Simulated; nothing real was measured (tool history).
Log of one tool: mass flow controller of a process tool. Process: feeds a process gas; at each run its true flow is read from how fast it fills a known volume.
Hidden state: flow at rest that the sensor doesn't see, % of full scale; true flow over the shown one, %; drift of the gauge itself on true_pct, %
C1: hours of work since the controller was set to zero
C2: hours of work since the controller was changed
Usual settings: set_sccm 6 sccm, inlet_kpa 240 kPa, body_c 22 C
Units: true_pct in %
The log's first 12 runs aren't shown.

run 13 hour=4572.7 | set_sccm=9 inlet_kpa=240 body_c=22 | C1=2487 C2=7938 | true_pct=97.8
run 14 hour=4990.8 | set_sccm=9 inlet_kpa=240 body_c=22 | C1=2677 C2=8128 | true_pct=97.88
run 15 hour=5372 | set_sccm=9 inlet_kpa=240 body_c=22 | C1=2851 C2=8302 | true_pct=97.89
run 16 hour=5741.9 | set_sccm=9 inlet_kpa=240 body_c=22 | C1=3019 C2=8470 | true_pct=97.97
run 17 hour=6169.5 | set_sccm=9 inlet_kpa=240 body_c=22 | C1=3213 C2=8664 | true_pct=98.15
run 18 hour=6619.5 | set_sccm=6 inlet_kpa=264 body_c=22 | C1=3418 C2=8869 | true_pct=98.88
run 19 hour=6976.2 | set_sccm=6 inlet_kpa=240 body_c=22 | C1=3580 C2=9031 | true_pct=98.5
run 20 hour=7526 | set_sccm=6 inlet_kpa=240 body_c=22 | C1=3830 C2=9281 | true_pct=98.78
run 21 hour=7874.1 | set_sccm=6 inlet_kpa=159 body_c=21 | C1=3988 C2=9439 | true_pct=98.31
run 22 hour=8231.7 | set_sccm=6 inlet_kpa=159 body_c=21 | C1=4151 C2=9602 | true_pct=98.33
run 23 hour=8803.5 | set_sccm=6 inlet_kpa=159 body_c=21 | C1=4411 C2=9862 | true_pct=98.39
run 24 hour=9117.9 | set_sccm=3 inlet_kpa=190 body_c=35 | C1=4554 C2=10005 | true_pct=101.26
run 25 hour=9653.6 | set_sccm=3 inlet_kpa=224 body_c=23 | C1=4798 C2=10249 | true_pct=102.41
run 26 hour=10049.7 | set_sccm=6 inlet_kpa=240 body_c=36 | C1=4978 C2=10429 | true_pct=98.69
-- hour=10429.4 controller's zero set anew
run 27 hour=10508.4 | set_sccm=6 inlet_kpa=240 body_c=36 | C1=36 C2=10637 | true_pct=94.91
run 28 hour=10950.1 | set_sccm=5 inlet_kpa=240 body_c=28 | C1=237 C2=10838 | true_pct=95.33
run 29 hour=11341.3 | set_sccm=18 inlet_kpa=158 body_c=23 | C1=415 C2=11016 | true_pct=96.2
run 30 hour=11804.5 | set_sccm=18 inlet_kpa=158 body_c=23 | C1=625 C2=11226 | true_pct=96.12
run 31 hour=12051.7 | set_sccm=18 inlet_kpa=158 body_c=23 | C1=738 C2=11339 | true_pct=96.16
run 32 hour=12297.4 | set_sccm=6 inlet_kpa=240 body_c=33 | C1=849 C2=11451 | true_pct=95.5
run 33 hour=12722.1 | set_sccm=2 inlet_kpa=255 body_c=20 | C1=1043 C2=11644 | true_pct=97.53
run 34 hour=13128.6 | set_sccm=6 inlet_kpa=178 body_c=22 | C1=1227 C2=11829 | true_pct=95.71
run 35 hour=13655.4 | set_sccm=15 inlet_kpa=174 body_c=38 | C1=1467 C2=12068 | true_pct=95.24
run 36 hour=14070.1 | set_sccm=3 inlet_kpa=163 body_c=21 | C1=1656 C2=12257 | true_pct=96.64
run 37 hour=14364 | set_sccm=6 inlet_kpa=205 body_c=27 | C1=1789 C2=12390 | true_pct=95.79

4 ways to go on from here, each from the tool as it stands after run 37. What would each give?
run A hour=14919.3 | set_sccm=2 inlet_kpa=255 body_c=27 | C1=2042 C2=12643 | true_pct=?
run B hour=14919.3 | set_sccm=8 inlet_kpa=200 body_c=22 | C1=2042 C2=12643 | true_pct=?
run C hour=14919.3 | set_sccm=6 inlet_kpa=267 body_c=29 | C1=2042 C2=12643 | true_pct=?
run D hour=14919.3 | set_sccm=16 inlet_kpa=205 body_c=37 | C1=2042 C2=12643 | true_pct=?

run=A true_pct=99.17
run=B true_pct=95.95
run=C true_pct=96.41
run=D true_pct=95.63
Without the tool's hidden state the same runs would have given:
run=A true_pct=98.27
run=B true_pct=98.71
run=C true_pct=98.76
run=D true_pct=99
